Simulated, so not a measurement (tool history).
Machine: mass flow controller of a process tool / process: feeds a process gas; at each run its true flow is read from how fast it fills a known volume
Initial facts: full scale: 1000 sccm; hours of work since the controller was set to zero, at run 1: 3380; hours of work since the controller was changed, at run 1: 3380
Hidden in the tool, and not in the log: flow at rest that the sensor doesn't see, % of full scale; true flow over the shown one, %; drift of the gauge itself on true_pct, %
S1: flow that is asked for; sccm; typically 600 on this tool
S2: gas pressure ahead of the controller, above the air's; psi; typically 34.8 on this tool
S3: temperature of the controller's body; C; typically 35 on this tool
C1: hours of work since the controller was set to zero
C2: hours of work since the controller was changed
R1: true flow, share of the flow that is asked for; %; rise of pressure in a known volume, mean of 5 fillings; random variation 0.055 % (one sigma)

run	day	S1	S2	S3	C1	C2	R1
1	0	600	34.8	35	3380	3380	98.22
2	13.108	600	34.8	35	3476	3476	98.22
3	24.225	600	21.8	35	3557	3557	97.62
4	47.379	600	21.8	35	3726	3726	97.49
5	60.733	600	21.8	35	3824	3824	97.64
6	76.9	143	34.8	35	3942	3942	93.28
7	86.888	147	29.2	21	4015	4015	94.09
# day 88.167: controller's zero set anew
8	106.6	525	31	33	135	4159	96.96
9	129.188	504	33.5	34	300	4325	96.88
10	145.625	504	33.5	34	420	4445	96.76

4 options for the next run, each taken on its own from the tool as it stands now. Forecast them:
A	164.867	105	28.3	28	561	4586	?
B	164.867	154	33.5	38	561	4586	?
C	164.867	353	39.6	22	561	4586	?
D	164.867	956	27.7	28	561	4586	?

run	R1
A	86.7
B	90.19
C	96.58
D	98.71
What these runs would have given with no unlogged condition in the tool:
run	R1
A	98.53
B	98.1
C	99.77
D	99.58
